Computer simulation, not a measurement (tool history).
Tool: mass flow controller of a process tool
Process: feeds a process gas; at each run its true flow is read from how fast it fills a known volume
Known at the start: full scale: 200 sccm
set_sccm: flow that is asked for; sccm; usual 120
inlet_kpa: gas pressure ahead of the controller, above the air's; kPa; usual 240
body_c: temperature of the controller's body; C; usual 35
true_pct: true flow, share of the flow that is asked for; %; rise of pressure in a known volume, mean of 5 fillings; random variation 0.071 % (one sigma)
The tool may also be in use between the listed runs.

run,day,set_sccm,inlet_kpa,body_c,true_pct
1,0,120,240,35,100.59
2,5.15,120,240,35,100.64
3,7.829,120,240,35,100.67
4,13.483,52,240,35,100.68
5,16.771,52,240,35,100.7
6,21.846,52,240,35,100.8
7,24.675,120,206,35,100.77
8,29.417,120,206,35,100.68
9,35.121,120,240,35,101.15
10,40.321,120,153,35,100.8
11,43.788,120,153,35,100.78
12,47.183,120,240,24,100.71
13,50.688,120,240,24,100.49
14,53.129,120,240,24,100.59
15,55.921,24,194,25,100.3
16,60.579,29,194,25,100.42
17,63.279,120,220,35,101.33
18,66.212,120,220,35,101.25
19,69.6,120,220,35,101.46
20,73.575,110,272,28,101.14
21,79.125,110,272,28,101.29
22,82.908,110,272,28,101.35
23,86.754,33,240,30,101.29

Run 24 comes next. What will it give?
24,92.338,61,142,35,?

true_pct: 101.17 %
Without the tool's hidden state the same run would have given true_pct 100.02 %.
